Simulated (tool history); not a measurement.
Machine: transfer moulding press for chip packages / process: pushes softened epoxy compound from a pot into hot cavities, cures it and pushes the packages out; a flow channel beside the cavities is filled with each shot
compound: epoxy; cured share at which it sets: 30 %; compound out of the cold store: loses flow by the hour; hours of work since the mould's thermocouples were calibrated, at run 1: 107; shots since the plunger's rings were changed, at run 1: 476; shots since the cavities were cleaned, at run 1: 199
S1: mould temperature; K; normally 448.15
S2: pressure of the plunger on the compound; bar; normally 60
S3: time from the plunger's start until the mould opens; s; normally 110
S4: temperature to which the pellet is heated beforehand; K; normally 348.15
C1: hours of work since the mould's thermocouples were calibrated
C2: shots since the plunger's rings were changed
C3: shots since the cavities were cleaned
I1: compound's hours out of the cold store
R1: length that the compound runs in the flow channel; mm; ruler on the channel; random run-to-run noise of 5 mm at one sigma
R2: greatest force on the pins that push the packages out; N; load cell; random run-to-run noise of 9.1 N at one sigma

run,hour,S1,S2,S3,S4,C1,C2,C3,I1,R1,R2
1,0,448.15,60,110,348.15,107,476,199,9.4,613,442
2,54.8,448.15,60,110,348.15,138,979,702,12,605,449
# hour 103.7: cavities cleaned with cleaning compound and waxed
3,103.7,448.15,60,110,348.15,164,1414,0,32.8,541,427
4,153.4,448.15,60,110,348.15,191,1869,455,34.8,538,429
5,203.8,448.15,60,110,348.15,219,2331,917,24.7,575,421
# hour 228.2: cavities cleaned with cleaning compound and waxed
6,257.5,448.15,60,110,348.15,248,2810,268,17.6,583,418
7,309.6,448.15,60,110,348.15,277,3288,746,26.6,554,420
# hour 352.8: cavities cleaned with cleaning compound and waxed
8,363.4,448.15,60,110,348.15,306,3768,97,27.1,560,431
# hour 423.2: plunger's sealing rings changed
9,423.2,448.15,60,124,348.15,337,0,622,16,594,378
# hour 478.7: cavities cleaned with cleaning compound and waxed
10,480.4,441.15,60,110,348.15,368,511,16,12.1,634,762
11,514,441.15,60,110,348.15,387,819,324,44.2,526,691
12,549.6,448.15,60,110,348.15,406,1146,651,46.8,509,419
# hour 599.2: mould's thermocouples calibrated
# hour 604.4: cavities cleaned with cleaning compound and waxed
13,607.6,448.15,60,110,348.15,4,1646,30,16.5,603,427
14,658.7,448.15,60,110,348.15,32,2114,498,28.3,560,446
15,694.7,448.15,60,110,348.15,52,2445,829,26.7,554,445
# hour 730.2: cavities cleaned with cleaning compound and waxed
16,751.3,448.15,71.2,92,348.15,82,2950,194,34,590,591
17,776.3,448.15,70.9,142,354.15,96,3179,423,23.5,621,334
18,807.8,448.15,54,110,346.15,114,3468,712,30.8,514,430
# hour 857.4: cavities cleaned with cleaning compound and waxed
19,862.8,448.15,54,110,346.15,143,3958,49,15.7,563,432
# hour 899.7: plunger's sealing rings changed
20,923.9,454.15,55.4,95,344.15,175,222,587,46.9,477,384
21,949.9,444.15,73.4,110,348.15,190,461,826,47,575,537
# hour 986.4: cavities cleaned with cleaning compound and waxed
22,1010.4,448.15,60,132,349.15,222,1002,220,31.1,544,353
23,1056.8,448.15,60,132,349.15,248,1427,645,45.3,506,348
# hour 1108.7: cavities cleaned with cleaning compound and waxed
24,1111.7,448.15,60,132,349.15,277,1917,27,43.3,509,348
25,1173.1,448.15,60,132,349.15,311,2481,591,14.8,592,361
# hour 1234: cavities cleaned with cleaning compound and waxed
26,1235.3,453.15,59.3,110,356.15,345,3037,12,26.5,548,332
27,1288.5,453.15,59.3,110,356.15,374,3524,499,39.9,517,347
28,1347.9,444.15,59.3,110,356.15,407,4070,1045,23.8,586,547

Branching from run 28: 3 alternative next runs. What would each branch give?
# hour 1359.6: cavities cleaned with cleaning compound and waxed
# hour 1375.4: plunger's sealing rings changed
A,1376.8,444.15,59.3,110,341.15,421,13,135,20.4,?,?
# hour 1359.6: cavities cleaned with cleaning compound and waxed
# hour 1375.4: plunger's sealing rings changed
B,1376.8,444.15,59.3,110,346.15,421,13,135,15.6,?,?
# hour 1359.6: cavities cleaned with cleaning compound and waxed
# hour 1375.4: plunger's sealing rings changed
C,1376.8,453.15,64.4,138,348.15,421,13,135,9.7,?,?

run,R1,R2
A,583,569
B,595,574
C,632,331
With no hidden state in the tool, these same runs would have given:
run,R1,R2
A,583,567
B,595,573
C,632,330
